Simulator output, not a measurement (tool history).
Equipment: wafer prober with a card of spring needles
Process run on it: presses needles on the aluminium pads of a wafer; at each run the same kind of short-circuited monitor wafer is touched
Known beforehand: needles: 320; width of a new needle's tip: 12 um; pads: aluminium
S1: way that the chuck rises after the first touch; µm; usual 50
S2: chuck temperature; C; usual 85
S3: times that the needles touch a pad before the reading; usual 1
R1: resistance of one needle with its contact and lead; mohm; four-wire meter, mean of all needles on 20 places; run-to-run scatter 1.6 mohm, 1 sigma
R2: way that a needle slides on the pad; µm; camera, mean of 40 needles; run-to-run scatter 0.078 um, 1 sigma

run 1 hour=0.0 | S1=50 S2=85 S3=1 | R1=176 R2=8.12
-- hour=3.4 tips cleaned on abrasive film
run 2 hour=8.2 | S1=55 S2=85 S3=1 | R1=170 R2=8.69
run 3 hour=12.9 | S1=55 S2=43 S3=1 | R1=169 R2=8.79
-- hour=15.1 tips cleaned on abrasive film
run 4 hour=18.0 | S1=55 S2=43 S3=1 | R1=161 R2=8.81
-- hour=26.6 tips cleaned on abrasive film
run 5 hour=27.3 | S1=55 S2=43 S3=1 | R1=155 R2=8.71
run 6 hour=34.3 | S1=55 S2=43 S3=1 | R1=166 R2=8.89
-- hour=38.6 tips cleaned on abrasive film
run 7 hour=40.3 | S1=55 S2=43 S3=1 | R1=158 R2=8.65
run 8 hour=47.9 | S1=55 S2=43 S3=1 | R1=169 R2=8.76
-- hour=50.3 tips cleaned on abrasive film
run 9 hour=56.4 | S1=55 S2=43 S3=1 | R1=161 R2=8.88
-- hour=61.8 tips cleaned on abrasive film
run 10 hour=63.9 | S1=50 S2=85 S3=1 | R1=165 R2=7.80
run 11 hour=72.0 | S1=50 S2=85 S3=1 | R1=181 R2=7.90
-- hour=73.6 tips cleaned on abrasive film
run 12 hour=80.0 | S1=50 S2=85 S3=1 | R1=174 R2=7.96
-- hour=85.4 tips cleaned on abrasive film
run 13 hour=88.8 | S1=50 S2=85 S3=1 | R1=173 R2=8.01
-- hour=96.8 tips cleaned on abrasive film
run 14 hour=97.3 | S1=50 S2=85 S3=1 | R1=165 R2=7.90
run 15 hour=101.6 | S1=70 S2=85 S3=1 | R1=167 R2=11.26
-- hour=108.2 tips cleaned on abrasive film
run 16 hour=109.0 | S1=70 S2=85 S3=1 | R1=158 R2=11.13
run 17 hour=113.0 | S1=50 S2=85 S3=3 | R1=164 R2=7.75
run 18 hour=118.7 | S1=50 S2=85 S3=3 | R1=167 R2=8.06
-- hour=120.0 tips cleaned on abrasive film
run 19 hour=127.7 | S1=50 S2=42 S3=2 | R1=164 R2=7.92
-- hour=131.6 tips cleaned on abrasive film
run 20 hour=136.2 | S1=55 S2=43 S3=2 | R1=161 R2=8.67
-- hour=143.6 tips cleaned on abrasive film
run 21 hour=144.3 | S1=47 S2=37 S3=1 | R1=157 R2=7.35
run 22 hour=148.9 | S1=32 S2=85 S3=1 | R1=197 R2=4.95
-- hour=155.8 tips cleaned on abrasive film
run 23 hour=156.7 | S1=38 S2=37 S3=2 | R1=162 R2=5.82
run 24 hour=164.3 | S1=38 S2=92 S3=1 | R1=194 R2=5.76
-- hour=167.3 tips cleaned on abrasive film
run 25 hour=170.9 | S1=38 S2=92 S3=2 | R1=175 R2=5.69
run 26 hour=177.8 | S1=38 S2=92 S3=2 | R1=187 R2=5.78
-- hour=178.6 tips cleaned on abrasive film
run 27 hour=183.5 | S1=38 S2=92 S3=2 | R1=180 R2=5.78
run 28 hour=189.4 | S1=38 S2=92 S3=2 | R1=185 R2=5.82
-- hour=190.0 tips cleaned on abrasive film
run 29 hour=196.8 | S1=65 S2=47 S3=2 | R1=157 R2=10.18
-- hour=201.4 tips cleaned on abrasive film
run 30 hour=203.7 | S1=65 S2=47 S3=1 | R1=158 R2=10.33
run 31 hour=208.0 | S1=53 S2=78 S3=1 | R1=174 R2=8.17
-- hour=213.3 tips cleaned on abrasive film
run 32 hour=214.6 | S1=53 S2=105 S3=2 | R1=164 R2=8.23
run 33 hour=223.5 | S1=50 S2=85 S3=1 | R1=183 R2=7.72
-- hour=225.2 tips cleaned on abrasive film
run 34 hour=230.3 | S1=50 S2=85 S3=1 | R1=179 R2=7.66
run 35 hour=234.6 | S1=33 S2=50 S3=2 | R1=191 R2=4.86

What if the next run were any one of these 3? Each begins from the tool's condition after run 35:
-- hour=236.7 tips cleaned on abrasive film
run A hour=244.0 | S1=44 S2=85 S3=2 | R1=? R2=?
-- hour=236.7 tips cleaned on abrasive film
run B hour=244.0 | S1=50 S2=85 S3=2 | R1=? R2=?
-- hour=236.7 tips cleaned on abrasive film
run C hour=244.0 | S1=33 S2=50 S3=1 | R1=? R2=?

run=A R1=175 R2=6.69
run=B R1=168 R2=7.69
run=C R1=202 R2=4.91
Without the tool's unlogged condition, the same runs would have read:
run=A R1=160 R2=7.31
run=B R1=157 R2=8.32
run=C R1=158 R2=5.53

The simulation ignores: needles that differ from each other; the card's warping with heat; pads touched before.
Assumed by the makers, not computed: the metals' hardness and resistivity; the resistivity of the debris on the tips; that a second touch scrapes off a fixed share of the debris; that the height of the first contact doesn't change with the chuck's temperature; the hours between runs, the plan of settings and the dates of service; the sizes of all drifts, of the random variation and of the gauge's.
